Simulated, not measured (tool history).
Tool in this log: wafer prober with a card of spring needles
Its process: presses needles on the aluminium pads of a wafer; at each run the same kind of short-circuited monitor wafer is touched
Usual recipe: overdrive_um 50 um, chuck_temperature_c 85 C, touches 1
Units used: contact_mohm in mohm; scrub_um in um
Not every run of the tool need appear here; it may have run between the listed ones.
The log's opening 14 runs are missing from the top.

run,hour,overdrive_um,chuck_temperature_c,touches,touches since the tips were cleaned,cleanings since the card got new needles,touches since the first contact's height was set,contact_mohm,scrub_um
# hour 197.5: height of the first contact set anew
# hour 204.4: tips cleaned on abrasive film
15,208.7,37,85,2,1737,84,4457,216,9.19
# hour 215: tips cleaned on abrasive film
16,224.2,50,26,1,3667,85,10594,203,12.87
# hour 225.8: tips cleaned on abrasive film
17,234.6,61,85,1,3517,86,14729,194,15.74
# hour 236.6: tips cleaned on abrasive film
# hour 248.1: tips cleaned on abrasive film
18,253.1,56,100,1,1978,88,22030,199,14.32
# hour 258.7: tips cleaned on abrasive film
19,267.4,33,85,1,3510,89,27735,300,7.88
# hour 269.1: tips cleaned on abrasive film
20,275.5,33,55,1,2553,90,30906,278,7.9
# hour 279.4: tips cleaned on abrasive film
# hour 290.9: tips cleaned on abrasive film
21,291.8,42,85,2,342,92,37349,189,10.34
# hour 302.3: tips cleaned on abrasive film
22,306.7,68,41,2,1762,93,43259,164,17.4
# hour 312.9: height of the first contact set anew, once more
# hour 313: tips cleaned on abrasive film
23,317.4,39,37,1,1758,94,1758,208,10.86
# hour 324.2: tips cleaned on abrasive film
24,327,34,25,2,1130,95,5545,193,9.35
# hour 334.8: tips cleaned on abrasive film
# hour 346: tips cleaned on abrasive film
25,346,39,43,2,0,97,13062,172,10.7
# hour 356.1: tips cleaned on abrasive film
26,360.3,39,43,2,1661,98,18728,195,10.7
# hour 366.4: tips cleaned on abrasive film
27,375.1,39,43,2,3456,99,24596,210,10.75
# hour 376.8: tips cleaned on abrasive film
28,384.7,50,53,2,3128,100,28397,184,13.84
# hour 387.5: tips cleaned on abrasive film
29,397.4,47,78,1,3960,101,33440,217,12.83
# hour 399.2: tips cleaned on abrasive film
# hour 410.5: tips cleaned on abrasive film
30,411.2,50,70,2,278,103,38890,177,13.71
# hour 421.3: tips cleaned on abrasive film
31,430.9,50,70,2,3831,104,46707,197,13.7
# hour 432.4: tips cleaned on abrasive film
32,440.1,50,70,2,3084,105,50364,190,13.52
# hour 443.6: tips cleaned on abrasive film
33,451.4,40,28,1,3098,106,54828,228,10.78

Each row is a separate what-if for the run after 33, all from the same tool condition, not one after another. Results?
# hour 454.1: tips cleaned on abrasive film
# hour 465.4: tips cleaned on abrasive film
A,468.5,50,40,2,1230,108,61583,?,?
# hour 454.1: tips cleaned on abrasive film
# hour 465.4: tips cleaned on abrasive film
B,468.5,40,74,1,1230,108,61583,?,?
# hour 454.1: tips cleaned on abrasive film
# hour 465.4: tips cleaned on abrasive film
C,468.5,63,85,1,1230,108,61583,?,?

run,contact_mohm,scrub_um
A,175,13.62
B,213,10.77
C,177,17.06
With the hidden condition removed and each run's random variation left untouched, the same runs would have given:
run,contact_mohm,scrub_um
A,155,13.98
B,170,11.14
C,158,17.42
